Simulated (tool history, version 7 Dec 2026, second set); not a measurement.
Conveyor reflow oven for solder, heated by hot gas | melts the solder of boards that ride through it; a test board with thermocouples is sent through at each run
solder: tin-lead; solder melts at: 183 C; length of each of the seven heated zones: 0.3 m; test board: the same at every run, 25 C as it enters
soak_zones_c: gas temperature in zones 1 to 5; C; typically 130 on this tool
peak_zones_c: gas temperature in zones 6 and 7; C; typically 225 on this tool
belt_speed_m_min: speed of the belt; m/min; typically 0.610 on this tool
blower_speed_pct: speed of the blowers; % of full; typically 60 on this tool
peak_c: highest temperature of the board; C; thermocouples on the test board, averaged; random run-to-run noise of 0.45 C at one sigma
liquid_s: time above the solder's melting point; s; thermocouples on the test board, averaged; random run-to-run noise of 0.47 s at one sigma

Run 1, day 0.000: usual settings. Result: peak_c 204.3 C, liquid_s 32.0 s.
Run 2, day 2.658: usual settings. Result: peak_c 204.2 C, liquid_s 32.1 s.
Run 3, day 5.525: usual settings. Result: peak_c 203.4 C, liquid_s 31.2 s.
Run 4, day 8.008: usual settings. Result: peak_c 204.1 C, liquid_s 32.2 s.
Run 5, day 9.529: usual settings. Result: peak_c 203.8 C, liquid_s 31.0 s.
Run 6, day 11.212: usual settings but blower_speed_pct 88 % of full. Result: peak_c 211.4 C, liquid_s 39.3 s.
Run 7, day 13.804: usual settings but peak_zones_c 233 C. Result: peak_c 210.2 C, liquid_s 36.6 s.
Run 8, day 16.600: usual settings but peak_zones_c 233 C, belt_speed_m_min 0.548 m/min. Result: peak_c 215.0 C, liquid_s 44.6 s.
Run 9, day 18.583: usual settings but peak_zones_c 233 C, belt_speed_m_min 0.548 m/min. Result: peak_c 215.0 C, liquid_s 45.1 s.
Run 10, day 20.217: usual settings. Result: peak_c 203.4 C, liquid_s 32.0 s.
Run 11, day 21.700: usual settings. Result: peak_c 204.4 C, liquid_s 31.5 s.
At day 22.983: flux residue cleaned out of gas plates and filters.
Run 12, day 24.658: usual settings. Result: peak_c 203.3 C, liquid_s 31.8 s.
Run 13, day 26.467: usual settings but soak_zones_c 136 C, belt_speed_m_min 0.560 m/min, blower_speed_pct 69 % of full. Result: peak_c 211.1 C, liquid_s 43.9 s.
Run 14, day 28.692: usual settings but peak_zones_c 228 C, belt_speed_m_min 0.504 m/min. Result: peak_c 213.1 C, liquid_s 48.6 s.
Run 15, day 30.717: usual settings but peak_zones_c 226 C, belt_speed_m_min 0.630 m/min, blower_speed_pct 75 % of full. Result: peak_c 208.7 C, liquid_s 35.4 s.
Run 16, day 32.029: usual settings but belt_speed_m_min 0.555 m/min. Result: peak_c 207.7 C, liquid_s 39.1 s.
Run 17, day 34.208: usual settings but soak_zones_c 141 C, peak_zones_c 217 C, belt_speed_m_min 0.576 m/min. Result: peak_c 201.8 C, liquid_s 35.4 s.
Run 18, day 36.425: usual settings but soak_zones_c 123 C, belt_speed_m_min 0.646 m/min, blower_speed_pct 63 % of full. Result: peak_c 201.6 C, liquid_s 25.7 s.
Run 19, day 39.229: usual settings but peak_zones_c 234 C. Result: peak_c 211.3 C, liquid_s 37.7 s.
At day 40.796: thermocouples of zones 6 and 7 changed.
Run 20, day 42.062: usual settings but peak_zones_c 234 C, belt_speed_m_min 0.702 m/min, blower_speed_pct 58 % of full. Result: peak_c 204.8 C, liquid_s 26.7 s.
Run 21, day 44.792: usual settings but peak_zones_c 234 C, belt_speed_m_min 0.562 m/min, blower_speed_pct 64 % of full. Result: peak_c 216.1 C, liquid_s 45.5 s.
At day 45.246: belt drive overhauled, speed set with a stopwatch.
Run 22, day 47.104: usual settings but peak_zones_c 226 C, belt_speed_m_min 0.562 m/min, blower_speed_pct 74 % of full. Result: peak_c 212.4 C, liquid_s 42.9 s.
Run 23, day 49.033: usual settings but soak_zones_c 120 C, peak_zones_c 226 C. Result: peak_c 202.6 C, liquid_s 27.7 s.

Branching from run 23: 3 alternative next runs. What would each branch give?
Run A, day 50.688: usual settings but soak_zones_c 121 C, peak_zones_c 226 C, belt_speed_m_min 0.626 m/min, blower_speed_pct 59 % of full. Result: peak_c ?, liquid_s ?.
Run B, day 50.688: usual settings but soak_zones_c 135 C, peak_zones_c 226 C, blower_speed_pct 55 % of full. Result: peak_c ?, liquid_s ?.
Run C, day 50.688: usual settings but soak_zones_c 120 C, peak_zones_c 226 C, blower_speed_pct 85 % of full. Result: peak_c ?, liquid_s ?.

run  peak_c  liquid_s
  A   201.4      25.7
  B   203.9      32.4
  C   211.6      36.2
Had the tool no hidden state, the same runs would have come out as:
run  peak_c  liquid_s
  A   201.6      26.0
  B   204.1      32.6
  C   211.9      36.4
